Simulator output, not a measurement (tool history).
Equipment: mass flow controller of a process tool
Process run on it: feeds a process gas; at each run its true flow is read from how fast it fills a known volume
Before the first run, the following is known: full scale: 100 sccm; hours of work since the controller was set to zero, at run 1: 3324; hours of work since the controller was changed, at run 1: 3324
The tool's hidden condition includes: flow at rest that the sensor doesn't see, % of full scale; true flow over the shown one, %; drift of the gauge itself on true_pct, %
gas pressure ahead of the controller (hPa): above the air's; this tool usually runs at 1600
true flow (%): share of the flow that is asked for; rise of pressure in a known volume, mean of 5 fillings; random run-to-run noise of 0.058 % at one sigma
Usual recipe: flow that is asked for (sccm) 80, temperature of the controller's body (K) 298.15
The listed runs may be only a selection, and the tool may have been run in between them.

run,day,flow that is asked for (sccm),gas pressure ahead of the controller (hPa),temperature of the controller's body (K),hours of work since the controller was set to zero,hours of work since the controller was changed,true flow (%)
1,0,80,1600,298.15,3324,3324,99.59
2,7.588,80,1600,298.15,3397,3397,99.41
3,12.192,80,1600,298.15,3441,3441,99.59
4,17.792,80,1600,298.15,3495,3495,99.62
5,22.75,80,1600,298.15,3543,3543,99.49
6,27.879,80,1600,298.15,3592,3592,99.47
7,33.338,80,1600,298.15,3645,3645,99.51
8,37.233,80,1600,298.15,3682,3682,99.43
9,45.5,80,1600,298.15,3762,3762,99.43
10,49.388,80,1600,298.15,3799,3799,99.43
11,57.146,80,2420,298.15,3874,3874,98.79
12,63.533,80,2420,298.15,3935,3935,98.68
13,69.521,80,2420,298.15,3992,3992,98.75
14,73.354,80,2420,298.15,4029,4029,98.67
15,78.792,80,2420,298.15,4082,4082,98.75
16,84.321,27,1600,298.15,4135,4135,95.85
17,89.562,27,1600,298.15,4185,4185,95.77
# day 95.708: controller's zero set anew
18,98.421,80,1600,299.15,26,4270,101.03
19,102.412,80,2320,298.15,64,4309,100.4
20,107.346,80,1600,298.15,112,4356,101.02
21,112.95,80,2250,298.15,166,4410,100.37
22,118.075,80,1600,298.15,215,4459,100.8
23,124.583,80,1600,294.15,278,4522,100.71
24,131.767,13,1600,298.15,347,4591,99.81
25,140.588,25,1640,308.15,432,4676,100.58
26,144.321,70,1640,308.15,467,4712,101.32
27,148.254,28,1640,308.15,505,4749,100.75
28,153.846,28,1640,308.15,559,4803,100.66
29,161.696,91,1600,308.15,634,4879,101.32
30,167.367,80,2210,310.15,689,4933,100.85
31,172.267,94,2320,296.15,736,4980,100.19
32,178.438,21,2390,298.15,795,5040,99
33,183.583,19,1440,298.15,845,5089,99.55
34,188.588,10,1760,297.15,893,5137,97.66
35,194.875,43,1990,293.15,953,5198,99.72
36,200.958,80,2220,298.15,1012,5256,100.24
37,204.804,80,2220,298.15,1049,5293,100.3
38,209.612,80,2220,298.15,1095,5339,100.13
39,215.075,80,2220,298.15,1148,5392,100.12
40,223.712,64,2470,295.15,1231,5475,99.51
41,229.538,11,2120,293.15,1287,5531,96.51
42,233.412,11,2120,293.15,1324,5568,96.38
43,238.933,11,2120,293.15,1377,5621,96.22
44,244.996,11,2120,293.15,1435,5680,96.03
45,249.8,32,1600,298.15,1482,5726,99.53
46,253.5,30,1970,298.15,1517,5761,99.14
47,260.746,14,1600,305.15,1587,5831,97.57
48,264.496,14,1600,305.15,1623,5867,97.53

Forecast each of these 4 alternatives for the next run:
A,271.296,80,1600,300.15,1688,5932,?
B,271.296,80,1620,298.15,1688,5932,?
C,271.296,28,1600,298.15,1688,5932,?
D,271.296,20,1530,307.15,1688,5932,?

run,true flow (%)
A,100.7
B,100.52
C,99.13
D,98.77
With the hidden condition removed and each run's random variation left untouched, the same runs would have given:
run,true flow (%)
A,100.43
B,100.24
C,100.14
D,100.58

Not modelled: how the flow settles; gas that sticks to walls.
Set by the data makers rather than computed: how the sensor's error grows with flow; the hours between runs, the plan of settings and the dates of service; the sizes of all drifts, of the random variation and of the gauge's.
